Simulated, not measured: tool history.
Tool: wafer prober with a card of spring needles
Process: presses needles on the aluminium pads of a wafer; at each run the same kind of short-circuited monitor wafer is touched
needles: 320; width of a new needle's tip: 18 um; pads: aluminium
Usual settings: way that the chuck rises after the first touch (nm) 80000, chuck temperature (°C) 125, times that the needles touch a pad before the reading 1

| run | hour | way that the chuck rises after the first touch (nm) | chuck temperature (°C) | times that the needles touch a pad before the reading | resistance of one needle with its contact and lead (mohm) | way that a needle slides on the pad (nm) |
|---|---|---|---|---|---|---|
| 1 | 0.0 | 80000 | 125 | 1 | 239 | 18680 |
|  | 22.7 | tips cleaned on abrasive film |
| 2 | 34.7 | 80000 | 125 | 1 | 376 | 18660 |
|  | 43.9 | tips cleaned on abrasive film |
|  | 65.2 | tips cleaned on abrasive film |
| 3 | 75.8 | 80000 | 38 | 1 | 283 | 18630 |
|  | 85.3 | tips cleaned on abrasive film |
|  | 107.5 | tips cleaned on abrasive film |
|  | 130.7 | tips cleaned on abrasive film |
| 4 | 131.9 | 80000 | 38 | 1 | 227 | 18550 |
|  | 151.4 | tips cleaned on abrasive film |
|  | 175.3 | tips cleaned on abrasive film |
| 5 | 182.2 | 80000 | 38 | 1 | 270 | 18520 |
|  | 198.4 | tips cleaned on abrasive film |
| 6 | 215.3 | 80000 | 125 | 1 | 319 | 18540 |
|  | 218.6 | tips cleaned on abrasive film |
|  | 240.1 | tips cleaned on abrasive film |
|  | 261.7 | tips cleaned on abrasive film |
|  | 271.0 | tips cleaned on abrasive film, once more |
| 7 | 272.6 | 95000 | 125 | 1 | 241 | 21940 |
|  | 293.6 | tips cleaned on abrasive film |
|  | 307.5 | height of the first contact set anew |
|  | 316.9 | tips cleaned on abrasive film |
| 8 | 318.3 | 95000 | 125 | 1 | 246 | 22260 |
|  | 337.4 | tips cleaned on abrasive film |
|  | 358.3 | tips cleaned on abrasive film |
| 9 | 374.8 | 95000 | 125 | 1 | 297 | 22170 |
|  | 378.9 | tips cleaned on abrasive film |
|  | 399.9 | tips cleaned on abrasive film |
| 10 | 405.1 | 80000 | 58 | 1 | 264 | 18650 |
|  | 421.7 | tips cleaned on abrasive film |
| 11 | 431.3 | 80000 | 98 | 1 | 296 | 18630 |
|  | 442.3 | tips cleaned on abrasive film |
| 12 | 459.4 | 80000 | 26 | 1 | 312 | 18620 |
|  | 464.4 | tips cleaned on abrasive film |
|  | 488.8 | tips cleaned on abrasive film |
| 13 | 496.1 | 77000 | 125 | 1 | 290 | 17850 |
|  | 512.9 | tips cleaned on abrasive film |
|  | 536.2 | tips cleaned on abrasive film |
| 14 | 552.7 | 73000 | 125 | 1 | 335 | 16880 |
|  | 557.5 | tips cleaned on abrasive film |
|  | 577.3 | tips cleaned on abrasive film |
|  | 598.9 | tips cleaned on abrasive film |
| 15 | 614.3 | 80000 | 118 | 1 | 321 | 18490 |
|  | 619.3 | tips cleaned on abrasive film |
|  | 639.0 | tips cleaned on abrasive film |
|  | 650.6 | height of the first contact set anew |
|  | 659.8 | tips cleaned on abrasive film |
| 16 | 662.0 | 80000 | 118 | 1 | 257 | 18710 |
|  | 680.2 | tips cleaned on abrasive film |
|  | 700.6 | tips cleaned on abrasive film |
|  | 724.1 | tips cleaned on abrasive film |
| 17 | 724.2 | 80000 | 118 | 1 | 241 | 18650 |
|  | 748.2 | tips cleaned on abrasive film |
|  | 771.9 | tips cleaned on abrasive film |
| 18 | 783.4 | 64000 | 118 | 1 | 351 | 14870 |
|  | 792.0 | tips cleaned on abrasive film |
|  | 814.0 | tips cleaned on abrasive film |
|  | 836.7 | tips cleaned on abrasive film |
| 19 | 837.5 | 98000 | 125 | 1 | 237 | 22750 |
|  | 857.1 | tips cleaned on abrasive film |
|  | 878.1 | tips cleaned on abrasive film |
| 20 | 890.9 | 65000 | 98 | 1 | 365 | 14970 |
|  | 898.7 | tips cleaned on abrasive film |
|  | 922.1 | tips cleaned on abrasive film |
|  | 944.6 | tips cleaned on abrasive film |
| 21 | 951.4 | 65000 | 98 | 1 | 317 | 14940 |
|  | 964.4 | tips cleaned on abrasive film |
|  | 985.7 | tips cleaned on abrasive film |
|  | 993.5 | height of the first contact set anew |
|  | 1006.1 | tips cleaned on abrasive film |
| 22 | 1010.9 | 65000 | 40 | 1 | 278 | 15200 |
|  | 1027.0 | tips cleaned on abrasive film |
|  | 1048.5 | tips cleaned on abrasive film |
| 23 | 1048.7 | 84000 | 35 | 1 | 224 | 19560 |
|  | 1069.5 | tips cleaned on abrasive film |
| 24 | 1075.9 | 71000 | 41 | 1 | 280 | 16530 |
|  | 1089.6 | tips cleaned on abrasive film |
|  | 1111.5 | tips cleaned on abrasive film |
| 25 | 1128.1 | 73000 | 75 | 2 | 306 | 16950 |

Forecast each of these 5 alternatives for the next run:
|  | 1133.1 | tips cleaned on abrasive film |
|  | 1154.3 | tips cleaned on abrasive film |
| A | 1154.3 | 73000 | 38 | 2 | ? | ? |
|  | 1133.1 | tips cleaned on abrasive film |
|  | 1154.3 | tips cleaned on abrasive film |
| B | 1154.3 | 99000 | 125 | 1 | ? | ? |
|  | 1133.1 | tips cleaned on abrasive film |
|  | 1154.3 | tips cleaned on abrasive film |
| C | 1154.3 | 75000 | 63 | 2 | ? | ? |
|  | 1133.1 | tips cleaned on abrasive film |
|  | 1154.3 | tips cleaned on abrasive film |
| D | 1154.3 | 85000 | 26 | 2 | ? | ? |
|  | 1133.1 | tips cleaned on abrasive film |
|  | 1154.3 | tips cleaned on abrasive film |
| E | 1154.3 | 73000 | 46 | 2 | ? | ? |

| run | resistance of one needle with its contact and lead (mohm) | way that a needle slides on the pad (nm) |
|---|---|---|
| A | 218 | 16950 |
| B | 230 | 23000 |
| C | 223 | 17400 |
| D | 211 | 19760 |
| E | 219 | 16960 |
Without the tool's hidden state the same runs would have given:
| run | resistance of one needle with its contact and lead (mohm) | way that a needle slides on the pad (nm) |
|---|---|---|
| A | 207 | 17110 |
| B | 221 | 23150 |
| C | 213 | 17560 |
| D | 203 | 19920 |
| E | 208 | 17120 |
